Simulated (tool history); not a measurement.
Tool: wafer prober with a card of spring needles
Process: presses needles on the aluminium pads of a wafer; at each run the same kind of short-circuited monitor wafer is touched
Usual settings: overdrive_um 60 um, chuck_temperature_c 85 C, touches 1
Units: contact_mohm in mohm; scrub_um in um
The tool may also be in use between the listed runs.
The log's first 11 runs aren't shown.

{"day": 4.121, "done": "tips cleaned on abrasive film"}
{"day": 4.312, "done": "tips cleaned on abrasive film"}
{"day": 4.496, "done": "tips cleaned on abrasive film"}
{"run": 12, "day": 4.529, "overdrive_um": 60, "chuck_temperature_c": 43, "touches": 1, "contact_mohm": 212, "scrub_um": 15.75}
{"day": 4.671, "done": "tips cleaned on abrasive film"}
{"run": 13, "day": 4.825, "overdrive_um": 60, "chuck_temperature_c": 40, "touches": 1, "contact_mohm": 221, "scrub_um": 16.0}
{"day": 4.858, "done": "tips cleaned on abrasive film"}
{"day": 5.05, "done": "tips cleaned on abrasive film"}
{"run": 14, "day": 5.112, "overdrive_um": 70, "chuck_temperature_c": 40, "touches": 1, "contact_mohm": 208, "scrub_um": 18.75}
{"day": 5.242, "done": "tips cleaned on abrasive film"}
{"day": 5.408, "done": "tips cleaned on abrasive film"}
{"day": 5.6, "done": "tips cleaned on abrasive film"}
{"run": 15, "day": 5.633, "overdrive_um": 70, "chuck_temperature_c": 40, "touches": 1, "contact_mohm": 207, "scrub_um": 18.49}
{"day": 5.796, "done": "tips cleaned on abrasive film"}
{"day": 5.967, "done": "tips cleaned on abrasive film"}
{"day": 6.162, "done": "tips cleaned on abrasive film"}
{"run": 16, "day": 6.175, "overdrive_um": 70, "chuck_temperature_c": 40, "touches": 1, "contact_mohm": 204, "scrub_um": 18.54}
{"day": 6.329, "done": "tips cleaned on abrasive film"}
{"run": 17, "day": 6.479, "overdrive_um": 59, "chuck_temperature_c": 44, "touches": 1, "contact_mohm": 221, "scrub_um": 15.37}
{"day": 6.508, "done": "tips cleaned on abrasive film"}
{"day": 6.679, "done": "tips cleaned on abrasive film"}
{"day": 6.862, "done": "tips cleaned on abrasive film"}
{"run": 18, "day": 6.992, "overdrive_um": 58, "chuck_temperature_c": 28, "touches": 1, "contact_mohm": 220, "scrub_um": 15.21}
{"day": 7.038, "done": "tips cleaned on abrasive film"}
{"day": 7.217, "done": "tips cleaned on abrasive film"}
{"run": 19, "day": 7.3, "overdrive_um": 46, "chuck_temperature_c": 85, "touches": 3, "contact_mohm": 226, "scrub_um": 11.65}
{"day": 7.4, "done": "tips cleaned on abrasive film"}
{"day": 7.583, "done": "tips cleaned on abrasive film"}
{"day": 7.775, "done": "tips cleaned on abrasive film"}
{"run": 20, "day": 7.775, "overdrive_um": 46, "chuck_temperature_c": 36, "touches": 3, "contact_mohm": 209, "scrub_um": 11.49}
{"day": 7.962, "done": "tips cleaned on abrasive film"}
{"day": 8.15, "done": "tips cleaned on abrasive film"}
{"run": 21, "day": 8.15, "overdrive_um": 58, "chuck_temperature_c": 36, "touches": 3, "contact_mohm": 206, "scrub_um": 15.02}
{"day": 8.317, "done": "tips cleaned on abrasive film"}
{"day": 8.512, "done": "tips cleaned on abrasive film"}
{"day": 8.692, "done": "tips cleaned on abrasive film"}
{"run": 22, "day": 8.692, "overdrive_um": 68, "chuck_temperature_c": 36, "touches": 2, "contact_mohm": 203, "scrub_um": 17.39}
{"day": 8.879, "done": "tips cleaned on abrasive film"}
{"day": 9.058, "done": "tips cleaned on abrasive film"}
{"run": 23, "day": 9.075, "overdrive_um": 42, "chuck_temperature_c": 36, "touches": 1, "contact_mohm": 222, "scrub_um": 10.09}
{"day": 9.242, "done": "tips cleaned on abrasive film"}
{"run": 24, "day": 9.342, "overdrive_um": 42, "chuck_temperature_c": 36, "touches": 1, "contact_mohm": 237, "scrub_um": 10.22}
{"day": 9.417, "done": "tips cleaned on abrasive film"}
{"run": 25, "day": 9.571, "overdrive_um": 60, "chuck_temperature_c": 100, "touches": 3, "contact_mohm": 224, "scrub_um": 15.22}
{"day": 9.604, "done": "tips cleaned on abrasive film"}
{"day": 9.775, "done": "tips cleaned on abrasive film"}
{"run": 26, "day": 9.879, "overdrive_um": 46, "chuck_temperature_c": 100, "touches": 2, "contact_mohm": 238, "scrub_um": 11.21}
{"day": 9.946, "done": "tips cleaned on abrasive film"}
{"day": 10.133, "done": "tips cleaned on abrasive film"}
{"run": 27, "day": 10.229, "overdrive_um": 46, "chuck_temperature_c": 100, "touches": 2, "contact_mohm": 240, "scrub_um": 10.85}
{"day": 10.3, "done": "tips cleaned on abrasive film"}
{"day": 10.475, "done": "tips cleaned on abrasive film"}
{"day": 10.671, "done": "tips cleaned on abrasive film"}
{"run": 28, "day": 10.725, "overdrive_um": 51, "chuck_temperature_c": 55, "touches": 3, "contact_mohm": 215, "scrub_um": 12.58}
{"day": 10.842, "done": "tips cleaned on abrasive film"}
{"run": 29, "day": 10.988, "overdrive_um": 50, "chuck_temperature_c": 91, "touches": 1, "contact_mohm": 245, "scrub_um": 12.26}
{"day": 11.033, "done": "tips cleaned on abrasive film"}
{"day": 11.204, "done": "tips cleaned on abrasive film"}
{"run": 30, "day": 11.333, "overdrive_um": 50, "chuck_temperature_c": 91, "touches": 1, "contact_mohm": 247, "scrub_um": 12.04}

3 ways to go on from here, each from the tool as it stands after run 30. What would each give?
{"day": 11.375, "done": "tips cleaned on abrasive film"}
{"day": 11.542, "done": "tips cleaned on abrasive film"}
{"day": 11.733, "done": "tips cleaned on abrasive film"}
{"run": "A", "day": 11.854, "overdrive_um": 60, "chuck_temperature_c": 28, "touches": 1, "contact_mohm": "?", "scrub_um": "?"}
{"day": 11.375, "done": "tips cleaned on abrasive film"}
{"day": 11.542, "done": "tips cleaned on abrasive film"}
{"day": 11.733, "done": "tips cleaned on abrasive film"}
{"run": "B", "day": 11.854, "overdrive_um": 74, "chuck_temperature_c": 61, "touches": 1, "contact_mohm": "?", "scrub_um": "?"}
{"day": 11.375, "done": "tips cleaned on abrasive film"}
{"day": 11.542, "done": "tips cleaned on abrasive film"}
{"day": 11.733, "done": "tips cleaned on abrasive film"}
{"run": "C", "day": 11.854, "overdrive_um": 60, "chuck_temperature_c": 87, "touches": 1, "contact_mohm": "?", "scrub_um": "?"}

run=A contact_mohm=222 scrub_um=14.72
run=B contact_mohm=219 scrub_um=18.90
run=C contact_mohm=230 scrub_um=14.90
Without the tool's hidden state the same runs would have given:
run=A contact_mohm=199 scrub_um=16.69
run=B contact_mohm=205 scrub_um=20.87
run=C contact_mohm=209 scrub_um=16.87

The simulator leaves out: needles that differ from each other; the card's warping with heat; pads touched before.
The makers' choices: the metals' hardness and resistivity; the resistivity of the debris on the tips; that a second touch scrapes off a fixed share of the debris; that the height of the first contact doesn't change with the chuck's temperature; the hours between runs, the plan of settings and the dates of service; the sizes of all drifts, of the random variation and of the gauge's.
